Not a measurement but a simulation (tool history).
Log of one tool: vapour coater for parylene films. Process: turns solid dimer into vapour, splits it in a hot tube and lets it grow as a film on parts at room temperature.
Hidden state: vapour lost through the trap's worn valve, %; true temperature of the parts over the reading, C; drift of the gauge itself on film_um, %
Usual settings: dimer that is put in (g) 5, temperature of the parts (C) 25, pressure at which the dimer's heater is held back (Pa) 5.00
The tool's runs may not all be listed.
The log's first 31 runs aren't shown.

run   hour  dimer that is put in (g)  temperature of the parts (C)  pressure at which the dimer's heater is held back (Pa)  hours of work since the trap's valve was overhauled  hours of work since the table's thermometer was calibrated  thickness of the film (nm)
 32  375.0                         3                            30                                                    4.95                                                    9                                                         546                         938
 33  388.7                         4                            22                                                    5.79                                                   16                                                         553                        1471
 34  403.3                         4                            36                                                    5.79                                                   24                                                         561                        1078
 35  415.6                         5                            31                                                    2.20                                                   31                                                         567                        1644
 36  432.3                         6                            19                                                    5.16                                                   40                                                         576                        2381
 37  449.2                         5                            23                                                    3.24                                                   49                                                         585                        1891
 38  464.4                         5                            24                                                   10.44                                                   57                                                         594                        1658
 39  475.9                         6                            35                                                    7.36                                                   63                                                         600                        1607
 40  490.0                         2                            31                                                    3.16                                                   71                                                         607                         633
 41  505.3                         2                            31                                                    3.16                                                   79                                                         616                         633
 42  519.8                         2                            23                                                    2.90                                                   87                                                         623                         761
 43  533.5                         3                            31                                                    2.02                                                   94                                                         631                         989
 44  546.0                         4                            25                                                    9.68                                                  101                                                         638                        1309
 45  554.6                         5                            27                                                    5.00                                                  106                                                         642                        1660
 46  564.0                         5                            27                                                    5.00                                                  111                                                         647                        1661

5 ways to go on from here, each from the tool as it stands after run 46. What would each give?
  A  575.0                         3                            28                                                    4.60                                                  117                                                         653                           ?
  B  575.0                         6                            27                                                    5.00                                                  117                                                         653                           ?
  C  575.0                         9                            28                                                    4.30                                                  117                                                         653                           ?
  D  575.0                         4                            28                                                    5.00                                                  117                                                         653                           ?
  E  575.0                         5                            25                                                    2.26                                                  117                                                         653                           ?

run  thickness of the film (nm)
  A                         983
  B                        1986
  C                        2954
  D                        1301
  E                        1866
Without the tool's hidden state the same runs would have given:
run  thickness of the film (nm)
  A                         980
  B                        1981
  C                        2946
  D                        1297
  E                        1861
